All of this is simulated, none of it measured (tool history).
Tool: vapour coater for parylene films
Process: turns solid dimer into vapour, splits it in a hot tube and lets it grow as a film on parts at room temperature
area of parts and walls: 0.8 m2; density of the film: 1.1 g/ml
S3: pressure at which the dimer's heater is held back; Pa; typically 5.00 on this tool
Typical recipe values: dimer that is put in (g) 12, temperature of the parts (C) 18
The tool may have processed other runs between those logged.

Run 1, day 0.000: usual settings. Result: thickness of the film (nm) 7590.
At day 1.304: trap's valve overhauled.
Run 2, day 1.742: usual settings. Result: thickness of the film (nm) 7660.
Run 3, day 3.142: usual settings. Result: thickness of the film (nm) 7640.
Run 4, day 4.158: usual settings. Result: thickness of the film (nm) 7530.
Run 5, day 4.979: usual settings. Result: thickness of the film (nm) 7620.
Run 6, day 6.592: usual settings but S3 2.80 Pa. Result: thickness of the film (nm) 8540.
Run 7, day 7.883: usual settings but S3 2.80 Pa. Result: thickness of the film (nm) 8570.
Run 8, day 9.358: usual settings but temperature of the parts (C) 29. Result: thickness of the film (nm) 6410.
Run 9, day 10.454: usual settings but dimer that is put in (g) 8. Result: thickness of the film (nm) 4980.
Run 10, day 11.438: usual settings but dimer that is put in (g) 8. Result: thickness of the film (nm) 5100.
Run 11, day 13.079: usual settings but dimer that is put in (g) 8. Result: thickness of the film (nm) 5040.
Run 12, day 14.450: usual settings but dimer that is put in (g) 8. Result: thickness of the film (nm) 5050.
Run 13, day 16.129: usual settings. Result: thickness of the film (nm) 7620.
Run 14, day 17.279: usual settings but dimer that is put in (g) 5. Result: thickness of the film (nm) 3170.
Run 15, day 18.008: usual settings but dimer that is put in (g) 21, S3 11.97 Pa. Result: thickness of the film (nm) 11020.
At day 19.788: trap's valve overhauled.
Run 16, day 19.808: usual settings but S3 2.33 Pa. Result: thickness of the film (nm) 8910.
Run 17, day 21.092: usual settings but S3 2.33 Pa. Result: thickness of the film (nm) 8840.
Run 18, day 22.417: usual settings but S3 4.58 Pa. Result: thickness of the film (nm) 7820.
Run 19, day 23.950: usual settings but dimer that is put in (g) 9, S3 5.34 Pa. Result: thickness of the film (nm) 5620.
Run 20, day 25.488: usual settings but dimer that is put in (g) 9, S3 5.34 Pa. Result: thickness of the film (nm) 5600.
Run 21, day 27.100: usual settings but dimer that is put in (g) 13, S3 4.64 Pa. Result: thickness of the film (nm) 8490.
Run 22, day 28.296: usual settings but dimer that is put in (g) 13, S3 4.64 Pa. Result: thickness of the film (nm) 8390.
Run 23, day 29.133: usual settings but dimer that is put in (g) 13, S3 4.64 Pa. Result: thickness of the film (nm) 8290.
Run 24, day 29.921: usual settings but dimer that is put in (g) 13, S3 4.64 Pa. Result: thickness of the film (nm) 8360.
Run 25, day 30.912: usual settings but dimer that is put in (g) 8, S3 6.20 Pa. Result: thickness of the film (nm) 4880.
Run 26, day 31.896: usual settings but S3 3.35 Pa. Result: thickness of the film (nm) 8310.
Run 27, day 32.746: usual settings but dimer that is put in (g) 16, temperature of the parts (C) 13, S3 3.35 Pa. Result: thickness of the film (nm) 12010.
Run 28, day 34.108: usual settings but dimer that is put in (g) 6, temperature of the parts (C) 24, S3 2.06 Pa. Result: thickness of the film (nm) 4090.

Here are 3 independent what-if runs from the current tool condition. What would each one return?
Run A, day 35.275: usual settings but dimer that is put in (g) 8, temperature of the parts (C) 20, S3 5.20 Pa. Result: thickness of the film (nm) ?.
Run B, day 35.275: usual settings but dimer that is put in (g) 6, temperature of the parts (C) 22, S3 2.06 Pa. Result: thickness of the film (nm) ?.
Run C, day 35.275: usual settings but dimer that is put in (g) 5, temperature of the parts (C) 24, S3 2.22 Pa. Result: thickness of the film (nm) ?.

run  thickness of the film (nm)
  A                        4890
  B                        4340
  C                        3340
The same runs, with their run-to-run variation unchanged, on a tool lacking any hidden condition would have given:
run  thickness of the film (nm)
  A                        4920
  B                        4360
  C                        3350
